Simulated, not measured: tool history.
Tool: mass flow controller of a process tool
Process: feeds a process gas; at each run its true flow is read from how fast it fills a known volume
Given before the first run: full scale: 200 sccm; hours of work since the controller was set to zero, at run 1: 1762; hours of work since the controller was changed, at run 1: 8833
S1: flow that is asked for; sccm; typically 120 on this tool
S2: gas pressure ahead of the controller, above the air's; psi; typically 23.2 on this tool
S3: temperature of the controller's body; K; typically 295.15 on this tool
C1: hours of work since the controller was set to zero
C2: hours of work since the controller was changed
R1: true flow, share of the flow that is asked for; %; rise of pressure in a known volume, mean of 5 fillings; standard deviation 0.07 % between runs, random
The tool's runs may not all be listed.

{"run": 1, "hour": 0.0, "S1": 120, "S2": 23.2, "S3": 295.15, "C1": 1762, "C2": 8833, "R1": 97.15}
{"run": 2, "hour": 360.1, "S1": 120, "S2": 23.2, "S3": 295.15, "C1": 2000, "C2": 9071, "R1": 96.92}
{"run": 3, "hour": 599.7, "S1": 120, "S2": 23.2, "S3": 295.15, "C1": 2158, "C2": 9229, "R1": 97.17}
{"run": 4, "hour": 969.8, "S1": 120, "S2": 23.2, "S3": 295.15, "C1": 2402, "C2": 9473, "R1": 96.98}
{"run": 5, "hour": 1267.2, "S1": 120, "S2": 23.2, "S3": 295.15, "C1": 2598, "C2": 9669, "R1": 96.95}
{"run": 6, "hour": 1553.3, "S1": 120, "S2": 39.7, "S3": 295.15, "C1": 2787, "C2": 9858, "R1": 97.18}
{"run": 7, "hour": 1882.2, "S1": 120, "S2": 23.2, "S3": 295.15, "C1": 3004, "C2": 10075, "R1": 97.01}
{"run": 8, "hour": 2097.5, "S1": 120, "S2": 23.2, "S3": 295.15, "C1": 3146, "C2": 10217, "R1": 96.92}
{"run": 9, "hour": 2407.4, "S1": 120, "S2": 23.2, "S3": 309.15, "C1": 3350, "C2": 10421, "R1": 96.34}
{"run": 10, "hour": 2668.0, "S1": 120, "S2": 23.2, "S3": 309.15, "C1": 3522, "C2": 10593, "R1": 96.34}
{"run": 11, "hour": 3009.3, "S1": 120, "S2": 23.2, "S3": 295.15, "C1": 3747, "C2": 10818, "R1": 96.79}
{"run": 12, "hour": 3273.7, "S1": 120, "S2": 23.2, "S3": 295.15, "C1": 3921, "C2": 10992, "R1": 96.94}
{"run": 13, "hour": 3472.6, "S1": 120, "S2": 23.2, "S3": 295.15, "C1": 4053, "C2": 11124, "R1": 96.85}
{"run": 14, "hour": 3646.1, "S1": 120, "S2": 23.2, "S3": 298.15, "C1": 4167, "C2": 11238, "R1": 96.66}
{"run": 15, "hour": 3935.9, "S1": 120, "S2": 23.2, "S3": 298.15, "C1": 4358, "C2": 11429, "R1": 96.69}
{"run": 16, "hour": 4273.3, "S1": 120, "S2": 23.2, "S3": 295.15, "C1": 4581, "C2": 11652, "R1": 96.82}
{"run": 17, "hour": 4591.9, "S1": 120, "S2": 23.2, "S3": 295.15, "C1": 4791, "C2": 11862, "R1": 96.82}
{"hour": 4614.6, "done": "controller's zero set anew"}
{"run": 18, "hour": 4860.3, "S1": 120, "S2": 23.2, "S3": 296.15, "C1": 162, "C2": 12039, "R1": 96.98}
{"run": 19, "hour": 5170.4, "S1": 120, "S2": 23.2, "S3": 296.15, "C1": 367, "C2": 12243, "R1": 96.94}
{"run": 20, "hour": 5514.1, "S1": 120, "S2": 23.2, "S3": 296.15, "C1": 593, "C2": 12470, "R1": 96.87}
{"hour": 5842.9, "done": "controller's zero set anew, once more"}
{"run": 21, "hour": 5842.9, "S1": 120, "S2": 23.2, "S3": 296.15, "C1": 0, "C2": 12686, "R1": 95.46}
{"run": 22, "hour": 6112.6, "S1": 120, "S2": 21.5, "S3": 296.15, "C1": 178, "C2": 12864, "R1": 95.48}
{"run": 23, "hour": 6461.2, "S1": 120, "S2": 21.5, "S3": 296.15, "C1": 408, "C2": 13094, "R1": 95.49}
{"hour": 6541.8, "done": "controller exchanged for a calibrated one"}
{"run": 24, "hour": 6761.2, "S1": 182, "S2": 23.2, "S3": 296.15, "C1": 145, "C2": 145, "R1": 99.8}
{"run": 25, "hour": 7033.8, "S1": 120, "S2": 20.6, "S3": 303.15, "C1": 325, "C2": 325, "R1": 99.01}
{"run": 26, "hour": 7278.2, "S1": 120, "S2": 20.6, "S3": 303.15, "C1": 486, "C2": 486, "R1": 98.91}
{"run": 27, "hour": 7618.1, "S1": 179, "S2": 23.2, "S3": 295.15, "C1": 710, "C2": 710, "R1": 99.76}
{"run": 28, "hour": 7947.9, "S1": 179, "S2": 23.2, "S3": 295.15, "C1": 927, "C2": 927, "R1": 99.84}
{"run": 29, "hour": 8208.5, "S1": 158, "S2": 24.4, "S3": 293.15, "C1": 1099, "C2": 1099, "R1": 99.67}
{"run": 30, "hour": 8476.7, "S1": 117, "S2": 34.7, "S3": 304.15, "C1": 1276, "C2": 1276, "R1": 98.83}
{"run": 31, "hour": 8714.5, "S1": 117, "S2": 28.6, "S3": 304.15, "C1": 1433, "C2": 1433, "R1": 98.75}
{"run": 32, "hour": 8924.7, "S1": 58, "S2": 31.3, "S3": 305.15, "C1": 1572, "C2": 1572, "R1": 98.59}
{"run": 33, "hour": 9189.7, "S1": 58, "S2": 31.3, "S3": 305.15, "C1": 1747, "C2": 1747, "R1": 98.65}
{"run": 34, "hour": 9481.8, "S1": 58, "S2": 29.4, "S3": 305.15, "C1": 1939, "C2": 1939, "R1": 98.55}
{"run": 35, "hour": 9846.8, "S1": 79, "S2": 28.4, "S3": 298.15, "C1": 2180, "C2": 2180, "R1": 98.99}
{"run": 36, "hour": 10124.7, "S1": 120, "S2": 39.3, "S3": 293.15, "C1": 2363, "C2": 2363, "R1": 99.37}
{"run": 37, "hour": 10372.6, "S1": 120, "S2": 39.3, "S3": 293.15, "C1": 2527, "C2": 2527, "R1": 99.41}
{"run": 38, "hour": 10738.2, "S1": 120, "S2": 39.3, "S3": 293.15, "C1": 2768, "C2": 2768, "R1": 99.39}
{"run": 39, "hour": 11088.9, "S1": 120, "S2": 27.1, "S3": 305.15, "C1": 2999, "C2": 2999, "R1": 98.72}
{"run": 40, "hour": 11328.1, "S1": 83, "S2": 27.1, "S3": 310.15, "C1": 3157, "C2": 3157, "R1": 98.38}
{"run": 41, "hour": 11486.0, "S1": 83, "S2": 27.1, "S3": 310.15, "C1": 3261, "C2": 3261, "R1": 98.41}
{"run": 42, "hour": 11667.4, "S1": 83, "S2": 27.1, "S3": 310.15, "C1": 3381, "C2": 3381, "R1": 98.47}

Branching from run 42: 4 alternative next runs. What would each branch give?
{"run": "A", "hour": 11999.3, "S1": 83, "S2": 27.1, "S3": 311.15, "C1": 3600, "C2": 3600, "R1": "?"}
{"run": "B", "hour": 11999.3, "S1": 31, "S2": 23.2, "S3": 295.15, "C1": 3600, "C2": 3600, "R1": "?"}
{"run": "C", "hour": 11999.3, "S1": 65, "S2": 29.4, "S3": 310.15, "C1": 3600, "C2": 3600, "R1": "?"}
{"run": "D", "hour": 11999.3, "S1": 157, "S2": 22.8, "S3": 296.15, "C1": 3600, "C2": 3600, "R1": "?"}

run=A R1=98.38
run=B R1=100.21
run=C R1=98.37
run=D R1=99.11
The same runs, with their run-to-run variation unchanged, on a tool lacking any hidden condition would have given:
run=A R1=98.24
run=B R1=98.21
run=C R1=97.92
run=D R1=99.49
